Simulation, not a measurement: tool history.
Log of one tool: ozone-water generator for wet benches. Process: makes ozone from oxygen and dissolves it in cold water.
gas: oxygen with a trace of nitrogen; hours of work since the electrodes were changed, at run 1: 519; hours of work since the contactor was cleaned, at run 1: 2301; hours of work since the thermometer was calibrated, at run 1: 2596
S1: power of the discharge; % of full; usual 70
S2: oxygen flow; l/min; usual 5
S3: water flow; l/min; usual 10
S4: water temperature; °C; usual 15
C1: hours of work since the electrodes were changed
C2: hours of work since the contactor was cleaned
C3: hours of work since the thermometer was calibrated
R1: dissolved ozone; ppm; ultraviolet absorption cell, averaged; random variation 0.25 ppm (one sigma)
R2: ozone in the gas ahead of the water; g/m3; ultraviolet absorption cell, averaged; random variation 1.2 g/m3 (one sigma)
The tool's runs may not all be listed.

run    hour  S1    S2  S3  S4    C1    C2    C3    R1     R2
  1       0  70     5  10  15   519  2301  2596  35.8  222.1
       94.7  -- contactor cleaned
  2   188.8  70     5  10  15   678    81  2755  35.2  221.5
  3   392.9  70     5  10  15   854   257  2931  34.4  220.3
  4   581.9  70     5  10  15  1016   419  3093  34.4  218.4
      803.4  -- contactor cleaned, once more
  5   812.7  70     5  10  15  1211     8  3288  36.9  220.7
  6  1036.8  70     5  10  15  1404   201  3481  36.7  215.9
  7  1145.4  70     5  10  15  1498   294  3575  36.2  218.5
  8  1328.4  70     5  10  15  1655   452  3732  36.1  216.4
  9  1468.9  70     5  10  15  1776   573  3853  35.9    214
 10  1695.9  70     5  10  18  1971   768  4048    34  215.1
 11  1816.1  70     5  10  18  2075   871  4152  33.5  214.8
 12  1997.2  70     5  10  18  2230  1027  4308  33.5  212.7
 13  2200.2  70     5  10  18  2405  1202  4482  32.6    213
     2249.5  -- water thermometer calibrated
 14  2410.4  70  8.14  10  15  2585  1382   138  30.1  153.4
 15  2534.1  70     5  10  10  2692  1489   245  37.7    208
 16  2697.1  70     5  10  15  2832  1629   385  34.8  206.7
 17  2891.5  70  5.04  10  15  2999  1796   552    34  204.9
 18  3118.1  73  5.04  11  15  3194  1991   747  31.9  209.8
 19  3222.8  65  2.97  10  15  3285  2081   837  35.6  281.6
 20  3378.3  65  2.97  10  15  3418  2215   971  35.2  281.4
 21  3510.6  65  2.97  10  15  3532  2329  1085    35  279.4
     3575.9  -- contactor cleaned
 22  3636.1  64  2.65  10  15  3637    52  1190  36.8  300.9
 23  3791.2  64  2.52  14  15  3770   185  1323  27.6  309.7
 24  3909.4  64  2.52  14  15  3872   287  1425  27.2    302
 25    4066  64  2.52  14  15  4007   422  1559  27.4  306.1
 26  4231.6  64  6.38  14  12  4149   564  1702  25.3  162.5
 27  4428.5  64  6.38  14  12  4318   734  1871  25.4  162.9
 28    4634  70   3.8   9  15  4495   910  2048  37.4  238.4
 29    4833  44   3.5  11   9  4666  1082  2219  28.8  204.3
 30  4951.4  44   3.5  11   9  4768  1183  2321  28.8  202.1
 31  5055.6  50  5.77   7  10  4858  1273  2411  36.4  154.5
 32  5221.6  70  3.84  10  15  5001  1416  2554  34.5  231.5
 33  5446.1  70  4.77  10   8  5194  1609  2747  36.1  200.8

4 ways to go on from here, each from the tool as it stands after run 33. What would each give?
  A  5596.6  62  3.36  10  10  5323  1739  2876   ?   ?
  B  5596.6  70  4.77  10   8  5323  1739  2876   ?   ?
  C  5596.6  70   5.7   7  16  5323  1739  2876   ?   ?
  D  5596.6  42  7.22  10  11  5323  1739  2876   ?   ?

run    R1     R2
  A    35  239.6
  B  36.1  198.4
  C  36.4  179.3
  D  24.5  120.8
Without the tool's hidden state the same runs would have given:
run    R1     R2
  A  41.9  277.8
  B  43.7  232.1
  C  43.8  209.6
  D  28.6  136.1
